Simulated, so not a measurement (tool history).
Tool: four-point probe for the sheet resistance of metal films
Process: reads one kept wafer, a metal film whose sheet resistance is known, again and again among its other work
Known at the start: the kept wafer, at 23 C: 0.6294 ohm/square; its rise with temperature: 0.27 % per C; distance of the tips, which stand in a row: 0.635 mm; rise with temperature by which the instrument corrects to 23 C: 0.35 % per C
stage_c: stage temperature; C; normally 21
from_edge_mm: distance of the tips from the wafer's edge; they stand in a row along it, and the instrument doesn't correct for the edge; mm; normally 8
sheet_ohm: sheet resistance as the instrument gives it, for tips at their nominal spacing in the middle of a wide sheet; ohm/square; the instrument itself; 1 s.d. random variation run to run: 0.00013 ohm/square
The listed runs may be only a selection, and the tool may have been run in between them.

Run 1, hour 0.0: usual settings. Result: sheet_ohm 0.631995 ohm/square.
Run 2, hour 95.7: usual settings. Result: sheet_ohm 0.631734 ohm/square.
Run 3, hour 158.3: usual settings. Result: sheet_ohm 0.631843 ohm/square.
Run 4, hour 242.2: usual settings but from_edge_mm 12 mm. Result: sheet_ohm 0.630510 ohm/square.
Run 5, hour 303.9: usual settings but from_edge_mm 12 mm. Result: sheet_ohm 0.630160 ohm/square.
Run 6, hour 404.1: usual settings but from_edge_mm 12 mm. Result: sheet_ohm 0.630139 ohm/square.
Run 7, hour 497.1: usual settings. Result: sheet_ohm 0.630879 ohm/square.
Run 8, hour 593.7: usual settings but from_edge_mm 15 mm. Result: sheet_ohm 0.629566 ohm/square.
Run 9, hour 680.3: usual settings but from_edge_mm 15 mm. Result: sheet_ohm 0.630529 ohm/square.
Run 10, hour 770.6: usual settings. Result: sheet_ohm 0.631991 ohm/square.
Run 11, hour 865.3: usual settings but stage_c 20 C. Result: sheet_ohm 0.632372 ohm/square.
Run 12, hour 953.9: usual settings. Result: sheet_ohm 0.631999 ohm/square.
Run 13, hour 1054.2: usual settings. Result: sheet_ohm 0.631545 ohm/square.
Run 14, hour 1105.6: usual settings but stage_c 19 C, from_edge_mm 15 mm. Result: sheet_ohm 0.631183 ohm/square.
Run 15, hour 1195.4: usual settings but stage_c 35 C, from_edge_mm 54 mm. Result: sheet_ohm 0.622322 ohm/square.
Run 16, hour 1257.4: usual settings but from_edge_mm 18 mm. Result: sheet_ohm 0.629764 ohm/square.
Run 17, hour 1344.9: usual settings but from_edge_mm 18 mm. Result: sheet_ohm 0.629883 ohm/square.
Run 18, hour 1396.4: usual settings but stage_c 33 C, from_edge_mm 18 mm. Result: sheet_ohm 0.623790 ohm/square.
Run 19, hour 1458.9: usual settings but stage_c 20 C, from_edge_mm 34 mm. Result: sheet_ohm 0.629777 ohm/square.
Run 20, hour 1514.0: usual settings but from_edge_mm 6 mm. Result: sheet_ohm 0.632867 ohm/square.
Run 21, hour 1575.5: usual settings but stage_c 33 C, from_edge_mm 12 mm. Result: sheet_ohm 0.623858 ohm/square.
Run 22, hour 1623.4: usual settings but stage_c 26 C, from_edge_mm 24 mm. Result: sheet_ohm 0.626552 ohm/square.
Run 23, hour 1706.1: usual settings but stage_c 33 C, from_edge_mm 68 mm. Result: sheet_ohm 0.622743 ohm/square.
Run 24, hour 1765.3: usual settings but stage_c 33 C, from_edge_mm 68 mm. Result: sheet_ohm 0.623001 ohm/square.
Run 25, hour 1832.0: usual settings but stage_c 33 C, from_edge_mm 68 mm. Result: sheet_ohm 0.622410 ohm/square.

Between the runs listed above, the log contained 2 entries, not reproduced here. Where in the sequence does each belong, and how does what the log doesn't record of the tool's condition differ from the listed run before to the listed run after?
Logged between run 4 and run 5: stage's thermometer calibrated (hour 265.5)
  inner tips' distance over the nominal, %: -0.014 -> -0.021; tips' flats over new ones', %: 13 -> 14; wafer's true temperature over the reading, C: -0.43 -> -0.67
  difference, measured minus the result without the unlogged condition, sheet_ohm: -0.000825 -> -0.001287 ohm/square
Logged between run 8 and run 9: stage's thermometer calibrated, once more (hour 616.2)
  inner tips' distance over the nominal, %: -0.052 -> -0.062; tips' flats over new ones', %: 18 -> 19; wafer's true temperature over the reading, C: -0.72 -> -0.04
  difference, measured minus the result without the unlogged condition, sheet_ohm: -0.001586 -> -0.000487 ohm/square
